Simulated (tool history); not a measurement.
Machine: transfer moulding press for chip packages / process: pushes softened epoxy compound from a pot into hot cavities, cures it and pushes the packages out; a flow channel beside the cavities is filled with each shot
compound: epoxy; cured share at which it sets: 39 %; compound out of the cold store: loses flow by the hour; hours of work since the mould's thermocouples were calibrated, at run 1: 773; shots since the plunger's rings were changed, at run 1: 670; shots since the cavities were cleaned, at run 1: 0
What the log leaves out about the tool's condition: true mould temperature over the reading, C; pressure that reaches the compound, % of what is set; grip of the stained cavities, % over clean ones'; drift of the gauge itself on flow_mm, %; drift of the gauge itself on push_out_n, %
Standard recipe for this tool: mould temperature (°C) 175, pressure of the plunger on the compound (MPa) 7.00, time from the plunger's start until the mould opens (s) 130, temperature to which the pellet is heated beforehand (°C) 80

run,hour,mould temperature (°C),pressure of the plunger on the compound (MPa),time from the plunger's start until the mould opens (s),temperature to which the pellet is heated beforehand (°C),hours of work since the mould's thermocouples were calibrated,shots since the plunger's rings were changed,shots since the cavities were cleaned,incoming compound's hours out of the cold store,length that the compound runs in the flow channel (mm),greatest force on the pins that push the packages out (N)
1,0.0,175,7.00,130,80,773,670,0,29.3,887,258
2,35.7,175,7.00,130,80,799,1074,404,35.2,873,357
# hour 62.8: cavities cleaned with cleaning compound and waxed
3,68.1,175,7.00,130,80,822,1422,60,11.9,933,484
4,99.8,175,7.00,130,80,846,1781,419,35.1,874,495
# hour 127.7: cavities cleaned with cleaning compound and waxed
5,133.0,175,7.00,138,80,870,2139,59,34.5,866,260
6,151.0,175,7.00,138,80,883,2343,263,9.1,951,334
# hour 175.3: mould's thermocouples calibrated
7,182.4,175,7.00,138,80,5,2676,596,43.3,821,378
# hour 194.2: cavities cleaned with cleaning compound and waxed
8,219.6,175,7.00,138,80,32,3079,287,43.0,818,305
9,244.0,175,7.00,135,80,50,3354,562,42.8,819,363
# hour 258.3: cavities cleaned with cleaning compound and waxed
# hour 266.5: cavities cleaned with cleaning compound and waxed, once more
10,281.8,175,7.00,135,80,76,3748,173,42.3,819,287
11,307.0,175,7.00,135,80,95,4033,458,19.3,878,356
# hour 331.0: cavities cleaned with cleaning compound and waxed
12,334.4,175,7.00,132,80,114,4326,39,44.5,812,252
13,362.3,175,7.00,130,80,135,4642,355,19.8,875,346
14,390.5,175,7.00,130,80,156,4960,673,43.3,808,371
# hour 395.5: cavities cleaned with cleaning compound and waxed
15,414.6,175,7.00,130,80,172,5216,216,25.2,855,312
16,436.5,175,7.66,110,74,189,5463,463,45.4,837,429
# hour 458.2: cavities cleaned with cleaning compound and waxed
17,458.2,175,6.49,130,80,204,5692,0,13.7,842,249
18,490.6,175,6.49,114,73,228,6058,366,26.7,802,407
# hour 500.5: plunger's sealing rings changed
19,517.3,178,7.00,130,84,246,190,640,34.2,854,363
# hour 525.2: cavities cleaned with cleaning compound and waxed
20,542.3,175,7.00,126,72,263,456,194,20.1,919,313
21,582.9,180,8.19,125,77,293,914,652,24.9,942,358
# hour 587.7: cavities cleaned with cleaning compound and waxed
22,610.2,180,8.19,125,77,313,1206,255,20.2,961,306
23,636.2,175,8.19,125,76,332,1500,549,41.7,910,393
# hour 650.2: cavities cleaned with cleaning compound and waxed
24,663.1,182,7.32,128,76,351,1787,146,20.2,895,264
25,683.8,182,7.07,128,76,366,2021,380,37.7,825,305
# hour 714.9: cavities cleaned with cleaning compound and waxed
26,723.7,168,7.07,125,76,395,2455,99,14.3,980,482
27,749.1,182,7.07,131,76,414,2742,386,19.0,877,312
28,768.4,178,5.42,130,80,428,2961,605,22.4,766,359
# hour 779.2: cavities cleaned with cleaning compound and waxed
29,788.9,178,5.42,130,80,442,3175,110,38.6,727,256

3 ways to go on from here, each from the tool as it stands after run 29. What would each give?
A,822.3,178,5.62,130,80,467,3553,488,47.2,?,?
B,822.3,175,7.00,115,80,467,3553,488,12.4,?,?
C,822.3,170,7.00,130,76,467,3553,488,25.6,?,?

run,length that the compound runs in the flow channel (mm),greatest force on the pins that push the packages out (N)
A,717,346
B,917,434
C,902,496
Had the tool no hidden state, the same runs would have come out as:
run,length that the compound runs in the flow channel (mm),greatest force on the pins that push the packages out (N)
A,744,228
B,952,273
C,936,312
